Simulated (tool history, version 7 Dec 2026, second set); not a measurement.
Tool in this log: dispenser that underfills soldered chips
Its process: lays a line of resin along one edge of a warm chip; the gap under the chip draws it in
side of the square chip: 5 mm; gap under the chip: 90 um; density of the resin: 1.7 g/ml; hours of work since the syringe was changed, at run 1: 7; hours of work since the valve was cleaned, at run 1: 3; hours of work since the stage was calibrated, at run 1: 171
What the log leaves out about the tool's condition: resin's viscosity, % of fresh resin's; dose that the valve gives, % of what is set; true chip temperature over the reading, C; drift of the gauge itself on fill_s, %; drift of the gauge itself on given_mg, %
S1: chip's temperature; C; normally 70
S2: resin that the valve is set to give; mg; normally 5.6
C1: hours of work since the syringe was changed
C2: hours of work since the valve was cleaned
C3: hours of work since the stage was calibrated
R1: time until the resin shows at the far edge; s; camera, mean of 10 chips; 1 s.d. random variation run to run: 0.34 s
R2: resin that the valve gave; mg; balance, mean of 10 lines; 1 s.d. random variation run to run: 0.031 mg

{"run": 1, "hour": 0.0, "S1": 70, "S2": 5.6, "C1": 7, "C2": 3, "C3": 171, "R1": 26.8, "R2": 5.56}
{"hour": 1.3, "done": "new syringe of resin"}
{"run": 2, "hour": 4.4, "S1": 72, "S2": 5.6, "C1": 2, "C2": 6, "C3": 174, "R1": 17.5, "R2": 5.56}
{"run": 3, "hour": 9.0, "S1": 71, "S2": 5.6, "C1": 6, "C2": 10, "C3": 177, "R1": 24.2, "R2": 5.6}
{"hour": 11.3, "done": "new syringe of resin"}
{"run": 4, "hour": 16.6, "S1": 71, "S2": 5.6, "C1": 4, "C2": 16, "C3": 183, "R1": 20.6, "R2": 5.57}
{"hour": 21.4, "done": "new syringe of resin"}
{"run": 5, "hour": 22.2, "S1": 71, "S2": 5.6, "C1": 1, "C2": 20, "C3": 187, "R1": 15.7, "R2": 5.49}
{"run": 6, "hour": 28.6, "S1": 71, "S2": 5.6, "C1": 6, "C2": 25, "C3": 192, "R1": 23.6, "R2": 5.5}
{"hour": 31.5, "done": "new syringe of resin"}
{"run": 7, "hour": 34.0, "S1": 71, "S2": 5.6, "C1": 2, "C2": 29, "C3": 196, "R1": 16.9, "R2": 5.52}
{"hour": 41.2, "done": "new syringe of resin"}
{"run": 8, "hour": 41.5, "S1": 71, "S2": 5.6, "C1": 0, "C2": 35, "C3": 202, "R1": 15.4, "R2": 5.48}
{"run": 9, "hour": 48.3, "S1": 71, "S2": 5.6, "C1": 6, "C2": 40, "C3": 207, "R1": 23.5, "R2": 5.47}

Run 10 comes next. What will it give?
{"hour": 51.2, "done": "new syringe of resin"}
{"run": 10, "hour": 57.5, "S1": 59, "S2": 5.65, "C1": 5, "C2": 47, "C3": 214, "R1": "?", "R2": "?"}

{"run 10": {"R1": 31.6, "R2": 5.49}}
If the tool had no hidden condition, the same run with the same run-to-run variation would have returned R1 22.1 s, R2 5.62 mg.
